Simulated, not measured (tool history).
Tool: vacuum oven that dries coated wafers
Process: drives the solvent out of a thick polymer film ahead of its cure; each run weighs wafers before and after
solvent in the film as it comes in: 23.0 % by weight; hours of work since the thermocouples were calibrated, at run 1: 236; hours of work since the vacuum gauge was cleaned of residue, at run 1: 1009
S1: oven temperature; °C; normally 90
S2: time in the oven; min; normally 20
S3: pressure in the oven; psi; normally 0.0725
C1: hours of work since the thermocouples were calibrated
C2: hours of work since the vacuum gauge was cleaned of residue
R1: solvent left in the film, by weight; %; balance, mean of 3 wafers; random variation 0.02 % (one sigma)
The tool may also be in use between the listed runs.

Run 1, day 0: usual settings; C1 236; C2 1009. Result: R1 1.18 %.
Run 2, day 3.304: usual settings; C1 289; C2 1063. Result: R1 1.26 %.
Run 3, day 6.258: usual settings; C1 337; C2 1111. Result: R1 1.24 %.
Run 4, day 9.583: usual settings; C1 391; C2 1165. Result: R1 1.28 %.
Run 5, day 12.996: usual settings; C1 446; C2 1220. Result: R1 1.29 %.
Run 6, day 15.046: usual settings; C1 480; C2 1253. Result: R1 1.33 %.
Run 7, day 17.512: usual settings; C1 520; C2 1293. Result: R1 1.36 %.
Run 8, day 19.829: usual settings; C1 557; C2 1331. Result: R1 1.37 %.
Run 9, day 21.317: usual settings; C1 581; C2 1355. Result: R1 1.33 %.
Run 10, day 24.133: usual settings but S2 32 min; C1 627; C2 1401. Result: R1 0.46 %.
Run 11, day 25.983: usual settings but S2 32 min; C1 657; C2 1431. Result: R1 0.47 %.
Run 12, day 29.058: usual settings but S2 32 min; C1 707; C2 1481. Result: R1 0.51 %.
Run 13, day 30.879: usual settings but S1 101 °C, S2 16 min, S3 0.037 psi; C1 736; C2 1510. Result: R1 0.31 %.
Run 14, day 32.7: usual settings but S1 85 °C, S2 30 min, S3 0.0624 psi; C1 766; C2 1540. Result: R1 1.33 %.
Run 15, day 35.267: usual settings but S1 99 °C, S3 0.2277 psi; C1 808; C2 1581. Result: R1 0.53 %.
Run 16, day 37.583: usual settings but S1 103 °C, S2 19 min, S3 0.0851 psi; C1 845; C2 1619. Result: R1 0.21 %.
Run 17, day 40.696: usual settings but S1 94 °C, S2 11 min, S3 0.1447 psi; C1 896; C2 1669. Result: R1 2.88 %.
Run 18, day 43.058: usual settings but S1 76 °C, S2 27 min; C1 934; C2 1708. Result: R1 5.53 %.
At day 45.496: vacuum gauge cleaned of residue and calibrated.
Run 19, day 46.692: usual settings but S1 76 °C, S2 23 min; C1 992; C2 19. Result: R1 6.37 %.
Run 20, day 48.546: usual settings but S1 76 °C, S2 23 min; C1 1022; C2 49. Result: R1 6.46 %.

Each row is a separate what-if for the run after 20, all from the same tool condition, not one after another. Results?
Run A, day 50.954: usual settings but S1 76 °C, S2 31 min; C1 1061; C2 89. Result: R1 ?.
Run B, day 50.954: usual settings but S2 19 min; C1 1061; C2 89. Result: R1 ?.
Run C, day 50.954: usual settings but S1 81 °C, S2 34 min, S3 0.1305 psi; C1 1061; C2 89. Result: R1 ?.
Run D, day 50.954: usual settings but S1 92 °C, S2 11 min, S3 0.218 psi; C1 1061; C2 89. Result: R1 ?.
Run E, day 50.954: usual settings but S1 80 °C; C1 1061; C2 89. Result: R1 ?.

run    R1
  A  4.52
  B  1.61
  C   2.1
  D  3.74
  E  5.31
Without the tool's unlogged condition, the same runs would have read:
run    R1
  A  3.91
  B  1.28
  C  1.71
  D  3.23
  E  4.68
